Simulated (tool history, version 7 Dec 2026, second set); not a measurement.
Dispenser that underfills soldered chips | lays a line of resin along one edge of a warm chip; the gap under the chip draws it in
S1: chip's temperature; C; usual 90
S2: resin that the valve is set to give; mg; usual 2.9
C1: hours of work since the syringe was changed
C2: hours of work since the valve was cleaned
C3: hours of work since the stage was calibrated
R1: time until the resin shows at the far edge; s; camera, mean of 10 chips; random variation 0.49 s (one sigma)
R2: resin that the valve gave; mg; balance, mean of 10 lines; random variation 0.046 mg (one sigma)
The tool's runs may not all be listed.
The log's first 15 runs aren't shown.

run 16 hour=52.3 | S1=90 S2=2.9 | C1=5 C2=91 C3=43 | R1=57.6 R2=2.68
run 17 hour=56.7 | S1=103 S2=2.9 | C1=8 C2=94 C3=47 | R1=42.6 R2=2.64
run 18 hour=58.7 | S1=103 S2=3.47 | C1=10 C2=96 C3=48 | R1=46.1 R2=3.12
-- hour=60.2 new syringe of resin
run 19 hour=63.2 | S1=103 S2=3.47 | C1=2 C2=99 C3=52 | R1=26.5 R2=3.15
run 20 hour=67 | S1=90 S2=2.97 | C1=5 C2=102 C3=55 | R1=60.9 R2=2.76
run 21 hour=69.2 | S1=85 S2=2.88 | C1=7 C2=104 C3=56 | R1=88 R2=2.56
run 22 hour=73.2 | S1=85 S2=2.88 | C1=10 C2=107 C3=60 | R1=113.9 R2=2.57
-- hour=74.2 new syringe of resin
run 23 hour=75.6 | S1=85 S2=2.88 | C1=1 C2=109 C3=61 | R1=56 R2=2.61
run 24 hour=78.2 | S1=82 S2=2.68 | C1=3 C2=111 C3=63 | R1=76.7 R2=2.48
run 25 hour=80.1 | S1=82 S2=2.68 | C1=5 C2=112 C3=65 | R1=86 R2=2.37
run 26 hour=81.9 | S1=94 S2=2.73 | C1=6 C2=114 C3=66 | R1=56.1 R2=2.37
run 27 hour=85.3 | S1=85 S2=3.78 | C1=9 C2=116 C3=69 | R1=93.4 R2=3.42
-- hour=88.2 new syringe of resin
run 28 hour=89.3 | S1=103 S2=2.91 | C1=1 C2=119 C3=72 | R1=25.1 R2=2.61
run 29 hour=92.8 | S1=103 S2=3 | C1=4 C2=122 C3=75 | R1=29.9 R2=2.73
run 30 hour=96 | S1=103 S2=3 | C1=6 C2=125 C3=77 | R1=37.2 R2=2.61
run 31 hour=98.2 | S1=99 S2=2.62 | C1=8 C2=126 C3=79 | R1=53.6 R2=2.29
run 32 hour=101.6 | S1=99 S2=2.62 | C1=11 C2=129 C3=82 | R1=65.6 R2=2.3
-- hour=102.2 new syringe of resin
run 33 hour=105.6 | S1=99 S2=3.28 | C1=3 C2=132 C3=84 | R1=32.2 R2=2.81
run 34 hour=110.1 | S1=84 S2=3.04 | C1=6 C2=135 C3=88 | R1=86.9 R2=2.63
run 35 hour=113.9 | S1=93 S2=3.73 | C1=9 C2=138 C3=91 | R1=68.7 R2=3.24
-- hour=115.1 dispensing valve cleaned and set on the balance
-- hour=117.2 new syringe of resin
run 36 hour=118 | S1=103 S2=3.09 | C1=1 C2=2 C3=93 | R1=23.3 R2=2.98

Forecast each of these 3 alternatives for the next run:
run A hour=120.3 | S1=101 S2=3.66 | C1=2 C2=4 C3=95 | R1=? R2=?
run B hour=120.3 | S1=91 S2=3.29 | C1=2 C2=4 C3=95 | R1=? R2=?
run C hour=120.3 | S1=85 S2=2.96 | C1=2 C2=4 C3=95 | R1=? R2=?

run=A R1=28.3 R2=3.57
run=B R1=44.3 R2=3.26
run=C R1=58.4 R2=3
Without the tool's hidden state the same runs would have given:
run=A R1=23 R2=3.58
run=B R1=35.9 R2=3.27
run=C R1=47.2 R2=3
